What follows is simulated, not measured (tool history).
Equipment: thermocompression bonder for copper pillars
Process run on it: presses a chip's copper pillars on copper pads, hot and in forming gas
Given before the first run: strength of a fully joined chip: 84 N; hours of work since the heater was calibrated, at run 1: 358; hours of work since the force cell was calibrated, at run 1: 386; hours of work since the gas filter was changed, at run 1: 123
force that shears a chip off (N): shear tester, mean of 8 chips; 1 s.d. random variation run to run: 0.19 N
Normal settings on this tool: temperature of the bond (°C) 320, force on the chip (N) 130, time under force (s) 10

| run | hour | temperature of the bond (°C) | force on the chip (N) | time under force (s) | hours of work since the heater was calibrated | hours of work since the force cell was calibrated | hours of work since the gas filter was changed | force that shears a chip off (N) |
|---|---|---|---|---|---|---|---|---|
| 1 | 0 | 320 | 130 | 10 | 358 | 386 | 123 | 38.4 |
| 2 | 61.7 | 320 | 141 | 10 | 387 | 415 | 152 | 41.8 |
| 3 | 100.3 | 320 | 141 | 10 | 405 | 433 | 170 | 41.9 |
|  | 117.1 | forming gas filter changed |
| 4 | 166.3 | 320 | 130 | 10 | 436 | 464 | 23 | 39 |
| 5 | 223.4 | 320 | 130 | 10 | 463 | 491 | 50 | 38.8 |
| 6 | 257.7 | 320 | 130 | 28 | 479 | 507 | 66 | 54.3 |
| 7 | 289.1 | 320 | 130 | 7 | 494 | 522 | 81 | 34 |
| 8 | 322 | 320 | 173 | 10 | 509 | 537 | 96 | 51.6 |
| 9 | 381.5 | 320 | 173 | 10 | 537 | 565 | 124 | 51.4 |
| 10 | 425.1 | 320 | 173 | 10 | 558 | 586 | 145 | 51.1 |
| 11 | 491.4 | 320 | 173 | 10 | 589 | 617 | 176 | 51.5 |
|  | 495.5 | forming gas filter changed |
| 12 | 549.7 | 320 | 173 | 10 | 616 | 644 | 26 | 51.5 |
| 13 | 579.8 | 320 | 130 | 10 | 630 | 659 | 40 | 39.2 |
| 14 | 639.6 | 320 | 130 | 10 | 659 | 687 | 68 | 38.9 |
| 15 | 706.6 | 320 | 130 | 10 | 690 | 718 | 99 | 38.9 |
| 16 | 735.4 | 320 | 84 | 10 | 704 | 732 | 113 | 23.5 |
| 17 | 780.4 | 320 | 84 | 10 | 725 | 753 | 134 | 23.5 |
| 18 | 834.5 | 320 | 84 | 10 | 750 | 778 | 159 | 23.6 |
|  | 876.8 | forming gas filter changed |
| 19 | 877.4 | 320 | 84 | 10 | 770 | 798 | 0 | 23.5 |
| 20 | 936.5 | 320 | 84 | 10 | 798 | 826 | 28 | 23.8 |
| 21 | 995.4 | 320 | 84 | 10 | 826 | 854 | 56 | 23.6 |
| 22 | 1056.8 | 327 | 84 | 20 | 855 | 883 | 85 | 33.5 |
| 23 | 1112.8 | 318 | 158 | 10 | 881 | 909 | 111 | 47.1 |
| 24 | 1147.5 | 320 | 100 | 10 | 897 | 925 | 127 | 29.2 |
| 25 | 1192.6 | 303 | 185 | 22 | 918 | 947 | 149 | 61.2 |
|  | 1255.8 | forming gas filter changed |
| 26 | 1255.8 | 301 | 90 | 16 | 948 | 976 | 0 | 26 |
| 27 | 1312.8 | 301 | 90 | 16 | 975 | 1003 | 27 | 26.4 |
| 28 | 1350.2 | 314 | 149 | 10 | 992 | 1021 | 44 | 43.2 |
| 29 | 1416.9 | 314 | 149 | 10 | 1024 | 1052 | 76 | 43.6 |
| 30 | 1470 | 314 | 149 | 10 | 1049 | 1077 | 101 | 43.4 |
| 31 | 1507.2 | 297 | 139 | 9 | 1066 | 1094 | 118 | 33.5 |
| 32 | 1572.2 | 320 | 150 | 5 | 1097 | 1125 | 149 | 35.8 |
| 33 | 1630.3 | 320 | 144 | 12 | 1124 | 1152 | 176 | 46.8 |
|  | 1634 | forming gas filter changed |
| 34 | 1678.7 | 347 | 144 | 24 | 1147 | 1175 | 21 | 66.6 |
| 35 | 1735.7 | 347 | 160 | 6 | 1174 | 1202 | 48 | 49.9 |
| 36 | 1778.8 | 328 | 89 | 26 | 1194 | 1222 | 68 | 40.1 |
| 37 | 1823.1 | 328 | 89 | 26 | 1215 | 1243 | 89 | 40.3 |
| 38 | 1887.8 | 328 | 150 | 26 | 1245 | 1273 | 119 | 63.5 |

Branching from run 38: 5 alternative next runs. What would each branch give?
|  | 1940.5 | gauge calibrated |
| A | 1940.5 | 325 | 150 | 26 | 1270 | 1298 | 144 | ? |
|  | 1940.5 | gauge calibrated |
| B | 1940.5 | 312 | 105 | 20 | 1270 | 1298 | 144 | ? |
|  | 1940.5 | gauge calibrated |
| C | 1940.5 | 308 | 149 | 18 | 1270 | 1298 | 144 | ? |
|  | 1940.5 | gauge calibrated |
| D | 1940.5 | 320 | 80 | 10 | 1270 | 1298 | 144 | ? |
|  | 1940.5 | gauge calibrated |
| E | 1940.5 | 322 | 169 | 26 | 1270 | 1298 | 144 | ? |

| run | force that shears a chip off (N) |
|---|---|
| A | 60.8 |
| B | 37.2 |
| C | 49.1 |
| D | 21.7 |
| E | 65.1 |
Take away the tool's hidden state, keep each run's random variation, and the runs would have read:
| run | force that shears a chip off (N) |
|---|---|
| A | 60.6 |
| B | 37 |
| C | 48.9 |
| D | 21.5 |
| E | 65 |
